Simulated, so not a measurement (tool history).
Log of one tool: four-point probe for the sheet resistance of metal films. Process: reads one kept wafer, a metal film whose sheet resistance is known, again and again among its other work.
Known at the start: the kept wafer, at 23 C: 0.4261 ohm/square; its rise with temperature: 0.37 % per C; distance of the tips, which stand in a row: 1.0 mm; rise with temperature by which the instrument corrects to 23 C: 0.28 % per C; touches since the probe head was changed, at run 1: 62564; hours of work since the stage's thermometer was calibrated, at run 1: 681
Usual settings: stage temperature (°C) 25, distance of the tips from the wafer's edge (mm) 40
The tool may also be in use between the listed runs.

run	hour	stage temperature (°C)	distance of the tips from the wafer's edge (mm)	touches since the probe head was changed	hours of work since the stage's thermometer was calibrated	sheet resistance as the instrument gives it (ohm/square)
1	0.0	25	40	62564	681	0.427093
2	53.2	25	40	63935	709	0.426970
3	98.8	25	40	65112	732	0.426970
4	150.6	25	40	66446	760	0.426866
5	194.9	25	19	67589	783	0.427463
6	229.1	25	19	68470	801	0.427354
7	288.6	25	19	70004	832	0.427592
8	321.8	25	19	70861	849	0.427470
9	361.8	24	40	71892	870	0.426697
10	415.6	25	40	73277	899	0.426985
11	475.0	25	40	74808	930	0.427067
12	529.4	25	40	76211	958	0.426979
13	588.9	35	17	77746	990	0.431244
14	642.9	35	17	79138	1018	0.431170
15	690.0	26	14	80351	1043	0.428388
16	714.9	27	40	80994	1056	0.427821
17	755.7	23	40	82046	1077	0.426242
18	790.3	20	50	82939	1095	0.424907
19	814.9	20	50	83573	1108	0.425104
20	855.0	23	48	84605	1129	0.426321
21	884.0	32	13	85355	1144	0.430887
22	914.4	18	23	86138	1160	0.424487
23	943.5	27	6	86888	1176	0.433795
24	991.7	27	14	88131	1201	0.428733

Forecast each of these 5 alternatives for the next run:
A	1024.0	24	10	88963	1218	?
B	1024.0	32	14	88963	1218	?
C	1024.0	25	56	88963	1218	?
D	1024.0	24	3	88963	1218	?
E	1024.0	29	13	88963	1218	?

run	sheet resistance as the instrument gives it (ohm/square)
A	0.428721
B	0.430697
C	0.426918
D	0.450503
E	0.429510
Without the tool's hidden state the same runs would have given:
run	sheet resistance as the instrument gives it (ohm/square)
A	0.428735
B	0.430710
C	0.426931
D	0.450518
E	0.429523

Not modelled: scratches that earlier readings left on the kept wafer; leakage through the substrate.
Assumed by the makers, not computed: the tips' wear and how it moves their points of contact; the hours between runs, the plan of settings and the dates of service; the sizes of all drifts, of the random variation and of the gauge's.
